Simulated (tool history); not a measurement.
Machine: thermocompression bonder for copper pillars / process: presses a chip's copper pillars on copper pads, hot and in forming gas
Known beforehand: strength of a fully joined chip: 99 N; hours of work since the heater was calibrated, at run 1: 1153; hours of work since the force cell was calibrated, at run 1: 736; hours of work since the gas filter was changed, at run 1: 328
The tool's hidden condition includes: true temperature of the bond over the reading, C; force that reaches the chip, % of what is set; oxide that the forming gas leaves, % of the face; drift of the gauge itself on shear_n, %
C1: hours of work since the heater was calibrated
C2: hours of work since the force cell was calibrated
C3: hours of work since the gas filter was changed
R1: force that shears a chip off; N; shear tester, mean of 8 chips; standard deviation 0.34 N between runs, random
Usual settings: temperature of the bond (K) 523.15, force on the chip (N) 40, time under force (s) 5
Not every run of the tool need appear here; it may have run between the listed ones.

Run 1, hour 0: usual settings; C1 1153; C2 736; C3 328. Result: R1 38.2 N.
Run 2, hour 58.9: usual settings; C1 1189; C2 772; C3 364. Result: R1 38.1 N.
Run 3, hour 106.2: usual settings; C1 1218; C2 801; C3 393. Result: R1 37.6 N.
Run 4, hour 188.7: usual settings; C1 1269; C2 852; C3 443. Result: R1 38.2 N.
Run 5, hour 229.9: usual settings; C1 1294; C2 877; C3 469. Result: R1 37.4 N.
At hour 269.3: heater calibrated with a thermocouple chip.
At hour 276.1: forming gas filter changed.
Run 6, hour 312.3: usual settings but force on the chip (N) 47; C1 26; C2 926; C3 22. Result: R1 52.3 N.
Run 7, hour 388.9: usual settings but force on the chip (N) 47; C1 73; C2 973; C3 69. Result: R1 52.1 N.
Run 8, hour 434.9: usual settings but force on the chip (N) 45, time under force (s) 7; C1 101; C2 1001; C3 97. Result: R1 55.6 N.
Run 9, hour 469.5: usual settings but temperature of the bond (K) 545.15, force on the chip (N) 27, time under force (s) 12; C1 122; C2 1022; C3 118. Result: R1 52.5 N.
At hour 536.9: heater calibrated with a thermocouple chip, once more.
Run 10, hour 547.5: usual settings but force on the chip (N) 34, time under force (s) 8; C1 7; C2 1068; C3 165. Result: R1 35.4 N.

What does the tool deliver on the next run?
Run 11, hour 614.3: usual settings but temperature of the bond (K) 549.15, force on the chip (N) 57; C1 47; C2 1109; C3 206. Result: R1 ?.

R1: 63.4 N
Were there no unlogged condition in the tool, this run, its random variation unchanged, would have produced R1 66.3 N.

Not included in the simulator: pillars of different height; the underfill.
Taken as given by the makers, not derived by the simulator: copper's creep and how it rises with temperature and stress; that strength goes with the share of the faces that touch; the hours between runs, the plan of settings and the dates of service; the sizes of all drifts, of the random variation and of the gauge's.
